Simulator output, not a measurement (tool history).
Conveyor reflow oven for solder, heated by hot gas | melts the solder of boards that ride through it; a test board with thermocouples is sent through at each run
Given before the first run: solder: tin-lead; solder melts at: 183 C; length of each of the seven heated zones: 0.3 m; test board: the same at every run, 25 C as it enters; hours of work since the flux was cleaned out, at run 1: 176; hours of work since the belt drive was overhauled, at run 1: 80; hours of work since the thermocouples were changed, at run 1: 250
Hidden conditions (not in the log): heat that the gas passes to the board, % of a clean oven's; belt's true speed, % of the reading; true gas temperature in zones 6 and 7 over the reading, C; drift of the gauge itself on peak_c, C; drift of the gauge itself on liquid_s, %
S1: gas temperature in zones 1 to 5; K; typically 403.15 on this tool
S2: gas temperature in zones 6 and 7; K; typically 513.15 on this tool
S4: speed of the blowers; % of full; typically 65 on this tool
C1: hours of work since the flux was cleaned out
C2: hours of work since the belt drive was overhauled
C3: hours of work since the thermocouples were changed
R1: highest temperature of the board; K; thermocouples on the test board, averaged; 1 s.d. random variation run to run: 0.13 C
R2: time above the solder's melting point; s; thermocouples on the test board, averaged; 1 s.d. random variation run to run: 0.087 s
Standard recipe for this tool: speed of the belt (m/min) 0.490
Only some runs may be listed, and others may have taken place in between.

Run 1, hour 0.0: usual settings; C1 176; C2 80; C3 250. Result: R1 496.85 K, R2 57.55 s.
Run 2, hour 7.2: usual settings; C1 181; C2 85; C3 255. Result: R1 497.05 K, R2 57.61 s.
Run 3, hour 13.6: usual settings; C1 185; C2 89; C3 259. Result: R1 496.65 K, R2 57.43 s.
Run 4, hour 20.6: usual settings but S4 50 % of full; C1 189; C2 93; C3 264. Result: R1 492.45 K, R2 53.95 s.
Run 5, hour 27.2: usual settings but S2 524.15 K; C1 194; C2 98; C3 268. Result: R1 506.75 K, R2 62.91 s.
Run 6, hour 34.2: usual settings but S2 524.15 K; C1 198; C2 102; C3 272. Result: R1 506.75 K, R2 63.11 s.
Run 7, hour 39.8: usual settings but S2 524.15 K; C1 202; C2 106; C3 276. Result: R1 506.65 K, R2 63.06 s.
Run 8, hour 46.5: usual settings but speed of the belt (m/min) 0.513; C1 206; C2 110; C3 280. Result: R1 495.35 K, R2 53.68 s.
Run 9, hour 51.8: usual settings but speed of the belt (m/min) 0.513; C1 209; C2 113; C3 284. Result: R1 495.05 K, R2 53.75 s.
Run 10, hour 59.0: usual settings but S1 414.15 K; C1 214; C2 118; C3 288. Result: R1 498.35 K, R2 61.97 s.
Run 11, hour 66.4: usual settings but S1 414.15 K; C1 219; C2 123; C3 293. Result: R1 498.15 K, R2 61.89 s.
Run 12, hour 72.8: usual settings but S1 414.15 K; C1 223; C2 127; C3 297. Result: R1 498.15 K, R2 61.88 s.
Run 13, hour 78.4: usual settings but S4 62 % of full; C1 227; C2 131; C3 301. Result: R1 496.15 K, R2 56.77 s.
Run 14, hour 88.3: usual settings but S4 62 % of full; C1 233; C2 137; C3 307. Result: R1 496.15 K, R2 56.88 s.
Run 15, hour 93.0: usual settings but S2 520.15 K; C1 236; C2 140; C3 310. Result: R1 503.05 K, R2 61.12 s.
Run 16, hour 103.1: usual settings but S2 520.15 K; C1 243; C2 147; C3 317. Result: R1 502.95 K, R2 60.95 s.
Run 17, hour 113.3: usual settings but S2 501.15 K, speed of the belt (m/min) 0.532; C1 249; C2 153; C3 323. Result: R1 483.25 K, R2 43.00 s.
Run 18, hour 124.0: usual settings but S1 392.15 K; C1 256; C2 160; C3 330. Result: R1 494.55 K, R2 53.32 s.
Run 19, hour 128.5: usual settings but S1 392.15 K; C1 259; C2 163; C3 333. Result: R1 494.85 K, R2 53.10 s.
Run 20, hour 133.9: usual settings but S1 392.15 K; C1 262; C2 166; C3 337. Result: R1 494.55 K, R2 53.28 s.
Run 21, hour 140.5: usual settings but S1 407.15 K, S2 504.15 K, speed of the belt (m/min) 0.397, S4 63 % of full; C1 267; C2 171; C3 341. Result: R1 493.85 K, R2 72.14 s.
Run 22, hour 146.5: usual settings but S1 407.15 K, S2 504.15 K, speed of the belt (m/min) 0.397, S4 63 % of full; C1 271; C2 175; C3 345. Result: R1 493.95 K, R2 71.84 s.
Run 23, hour 153.5: usual settings but S1 389.15 K, S2 517.15 K, speed of the belt (m/min) 0.475, S4 78 % of full; C1 275; C2 179; C3 349. Result: R1 502.05 K, R2 59.27 s.
Run 24, hour 159.5: usual settings but S2 522.15 K, speed of the belt (m/min) 0.519; C1 279; C2 183; C3 353. Result: R1 502.25 K, R2 57.18 s.
Run 25, hour 165.7: usual settings but speed of the belt (m/min) 0.471; C1 283; C2 187; C3 357. Result: R1 497.65 K, R2 60.58 s.
Run 26, hour 175.5: usual settings but speed of the belt (m/min) 0.471; C1 289; C2 193; C3 364. Result: R1 497.85 K, R2 60.57 s.
Run 27, hour 182.6: usual settings but speed of the belt (m/min) 0.426; C1 294; C2 198; C3 368. Result: R1 500.65 K, R2 69.54 s.
Run 28, hour 188.3: usual settings but S1 390.15 K, S2 525.15 K; C1 298; C2 202; C3 372. Result: R1 505.15 K, R2 58.97 s.
Run 29, hour 198.0: usual settings but S1 390.15 K, S2 525.15 K; C1 304; C2 208; C3 378. Result: R1 504.95 K, R2 58.94 s.
Run 30, hour 203.2: usual settings but S1 390.15 K, S2 525.15 K; C1 307; C2 211; C3 382. Result: R1 505.25 K, R2 58.84 s.
Run 31, hour 211.1: usual settings but speed of the belt (m/min) 0.578, S4 83 % of full; C1 312; C2 216; C3 387. Result: R1 494.65 K, R2 47.43 s.

What would each run have given without the hidden state, its run-to-run variation left as it was?
run      R1     R2
  1  498.45  58.44
  2  498.55  58.51
  3  498.25  58.34
  4  493.95  54.97
  5  508.45  63.60
  6  508.45  63.81
  7  508.35  63.77
  8  497.05  54.68
  9  496.75  54.76
 10  500.05  62.79
 11  499.85  62.71
 12  499.85  62.71
 13  497.85  57.81
 14  497.95  57.94
 15  504.85  61.98
 16  504.85  61.81
 17  485.15  44.60
 18  496.55  54.60
 19  496.85  54.38
 20  496.65  54.58
 21  495.55  73.29
 22  495.75  73.01
 23  504.35  60.40
 24  504.45  58.13
 25  499.65  61.69
 26  499.85  61.70
 27  502.65  70.56
 28  507.45  60.01
 29  507.35  59.99
 30  507.65  59.90
 31  497.15  48.74

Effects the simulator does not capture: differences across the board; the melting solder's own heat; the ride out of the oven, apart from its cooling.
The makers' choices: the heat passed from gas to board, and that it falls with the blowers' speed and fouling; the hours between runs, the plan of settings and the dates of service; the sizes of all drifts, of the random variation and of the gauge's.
